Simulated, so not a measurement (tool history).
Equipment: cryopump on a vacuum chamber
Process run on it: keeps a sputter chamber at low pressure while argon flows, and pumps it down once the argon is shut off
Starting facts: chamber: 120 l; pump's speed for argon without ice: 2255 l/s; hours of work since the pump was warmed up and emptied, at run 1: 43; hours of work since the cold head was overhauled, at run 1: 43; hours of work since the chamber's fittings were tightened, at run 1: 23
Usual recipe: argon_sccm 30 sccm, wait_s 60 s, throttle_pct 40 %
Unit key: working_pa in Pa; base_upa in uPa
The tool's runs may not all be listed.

| run | hour | argon_sccm | wait_s | throttle_pct | hours of work since the pump was warmed up and emptied | hours of work since the cold head was overhauled | hours of work since the chamber's fittings were tightened | working_pa | base_upa |
|---|---|---|---|---|---|---|---|---|---|
| 1 | 0 | 30 | 60 | 40 | 43 | 43 | 23 | 0.0568 | 1.24 |
| 2 | 22.4 | 30 | 60 | 40 | 52 | 52 | 32 | 0.0571 | 1.29 |
| 3 | 45 | 30 | 60 | 40 | 61 | 61 | 42 | 0.0573 | 1.3 |
| 4 | 68.7 | 30 | 60 | 40 | 71 | 71 | 51 | 0.0567 | 1.27 |
| 5 | 96.7 | 30 | 75 | 40 | 82 | 82 | 63 | 0.0571 | 1.07 |
| 6 | 114.7 | 30 | 60 | 40 | 90 | 90 | 70 | 0.0567 | 1.33 |
| 7 | 130.3 | 30 | 60 | 19 | 96 | 96 | 77 | 0.1184 | 1.29 |
| 8 | 149.1 | 30 | 60 | 19 | 104 | 104 | 85 | 0.1187 | 1.29 |
| 9 | 171.6 | 30 | 60 | 29 | 113 | 113 | 94 | 0.0787 | 1.37 |
| 10 | 190.6 | 30 | 60 | 29 | 121 | 121 | 102 | 0.0778 | 1.33 |
| 11 | 222.8 | 30 | 60 | 29 | 134 | 134 | 115 | 0.0788 | 1.34 |
| 12 | 254.1 | 30 | 60 | 29 | 147 | 147 | 128 | 0.0787 | 1.38 |
| 13 | 281.6 | 44 | 60 | 29 | 159 | 159 | 139 | 0.1151 | 1.36 |
| 14 | 297.3 | 30 | 59 | 40 | 165 | 165 | 146 | 0.0572 | 1.4 |
| 15 | 327.9 | 27 | 93 | 22 | 178 | 178 | 158 | 0.0929 | 1.02 |
| 16 | 349.9 | 53 | 60 | 40 | 187 | 187 | 168 | 0.1014 | 1.37 |
| 17 | 382.1 | 20 | 60 | 58 | 200 | 200 | 181 | 0.0266 | 1.34 |
| 18 | 401.6 | 21 | 100 | 58 | 208 | 208 | 189 | 0.0284 | 0.93 |
| 19 | 433.7 | 21 | 100 | 58 | 222 | 222 | 202 | 0.0283 | 0.97 |
| 20 | 466.1 | 21 | 100 | 58 | 235 | 235 | 215 | 0.0281 | 1 |
| 21 | 480.2 | 21 | 100 | 58 | 241 | 241 | 221 | 0.0282 | 0.96 |
| 22 | 510.3 | 21 | 100 | 34 | 253 | 253 | 234 | 0.0473 | 1 |
| 23 | 523.4 | 31 | 60 | 17 | 259 | 259 | 239 | 0.1387 | 1.4 |
| 24 | 536.8 | 30 | 60 | 37 | 264 | 264 | 245 | 0.0624 | 1.47 |
| 25 | 565.5 | 17 | 265 | 41 | 276 | 276 | 256 | 0.0317 | 0.59 |

Here are 5 independent what-if runs from the current tool condition. What would each one return?
| A | 586.5 | 22 | 189 | 36 | 285 | 285 | 265 | ? | ? |
| B | 586.5 | 28 | 47 | 41 | 285 | 285 | 265 | ? | ? |
| C | 586.5 | 30 | 60 | 30 | 285 | 285 | 265 | ? | ? |
| D | 586.5 | 21 | 32 | 41 | 285 | 285 | 265 | ? | ? |
| E | 586.5 | 33 | 55 | 41 | 285 | 285 | 265 | ? | ? |

| run | working_pa | base_upa |
|---|---|---|
| A | 0.0464 | 0.76 |
| B | 0.0525 | 1.77 |
| C | 0.0764 | 1.45 |
| D | 0.0391 | 2.36 |
| E | 0.0615 | 1.52 |
Without the tool's unlogged condition, the same runs would have read:
| run | working_pa | base_upa |
|---|---|---|
| A | 0.0454 | 0.53 |
| B | 0.0511 | 1.54 |
| C | 0.0749 | 1.22 |
| D | 0.038 | 2.13 |
| E | 0.0599 | 1.3 |
